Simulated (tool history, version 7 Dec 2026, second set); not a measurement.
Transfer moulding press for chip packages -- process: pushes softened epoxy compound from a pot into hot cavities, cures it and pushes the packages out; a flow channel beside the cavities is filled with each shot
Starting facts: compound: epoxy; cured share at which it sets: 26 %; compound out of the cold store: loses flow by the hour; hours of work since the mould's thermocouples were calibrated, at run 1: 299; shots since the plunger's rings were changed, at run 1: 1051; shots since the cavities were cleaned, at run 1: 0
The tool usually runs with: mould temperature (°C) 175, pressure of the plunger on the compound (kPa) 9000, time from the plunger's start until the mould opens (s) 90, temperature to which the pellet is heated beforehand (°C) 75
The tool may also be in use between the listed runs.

| run | hour | mould temperature (°C) | pressure of the plunger on the compound (kPa) | time from the plunger's start until the mould opens (s) | temperature to which the pellet is heated beforehand (°C) | hours of work since the mould's thermocouples were calibrated | shots since the plunger's rings were changed | shots since the cavities were cleaned | incoming compound's hours out of the cold store | length that the compound runs in the flow channel (mm) | greatest force on the pins that push the packages out (N) |
|---|---|---|---|---|---|---|---|---|---|---|---|
| 1 | 0.0 | 175 | 9000 | 90 | 75 | 299 | 1051 | 0 | 36.7 | 752 | 473 |
| 2 | 12.5 | 175 | 9000 | 90 | 75 | 307 | 1202 | 151 | 31.5 | 782 | 460 |
| 3 | 18.2 | 175 | 9000 | 90 | 75 | 310 | 1271 | 220 | 9.2 | 915 | 487 |
| 4 | 25.4 | 175 | 9000 | 90 | 70 | 315 | 1356 | 305 | 46.8 | 714 | 452 |
| 5 | 35.7 | 175 | 8810 | 90 | 70 | 321 | 1481 | 430 | 44.2 | 715 | 453 |
|  | 46.5 | mould's thermocouples calibrated |
| 6 | 48.5 | 175 | 8810 | 90 | 70 | 1 | 1610 | 559 | 37.4 | 745 | 491 |
|  | 59.5 | cavities cleaned with cleaning compound and waxed |
| 7 | 59.9 | 175 | 9000 | 90 | 75 | 7 | 1729 | 4 | 20.7 | 848 | 466 |
| 8 | 68.0 | 175 | 9000 | 90 | 75 | 12 | 1827 | 102 | 27.6 | 815 | 477 |
| 9 | 80.4 | 175 | 9000 | 90 | 75 | 20 | 1976 | 251 | 35.9 | 772 | 469 |
| 10 | 88.9 | 175 | 9000 | 121 | 69 | 25 | 2079 | 354 | 37.7 | 757 | 438 |
| 11 | 99.7 | 175 | 9000 | 121 | 69 | 31 | 2209 | 484 | 24.3 | 816 | 445 |
| 12 | 108.0 | 175 | 9000 | 121 | 69 | 36 | 2308 | 583 | 37.9 | 751 | 434 |
|  | 116.5 | cavities cleaned with cleaning compound and waxed |
| 13 | 119.4 | 175 | 9000 | 126 | 75 | 42 | 2427 | 34 | 43.2 | 721 | 427 |

Describe how what the log doesn't record of the tool's condition differs between the last listed run preceding each entry between runs and the first listed run following it.
Between runs 5 and 6: mould's thermocouples calibrated (hour 46.5)
  true mould temperature over the reading, C: -0.01 -> 0; pressure that reaches the compound, % of what is set: 99.91 -> 99.9; grip of the stained cavities, % over clean ones': 1.3 -> 1.4
Between runs 6 and 7: cavities cleaned with cleaning compound and waxed (hour 59.5)
  grip of the stained cavities, % over clean ones': 1.4 -> 0
Between runs 12 and 13: cavities cleaned with cleaning compound and waxed (hour 116.5)
  grip of the stained cavities, % over clean ones': 1.4 -> 0.2
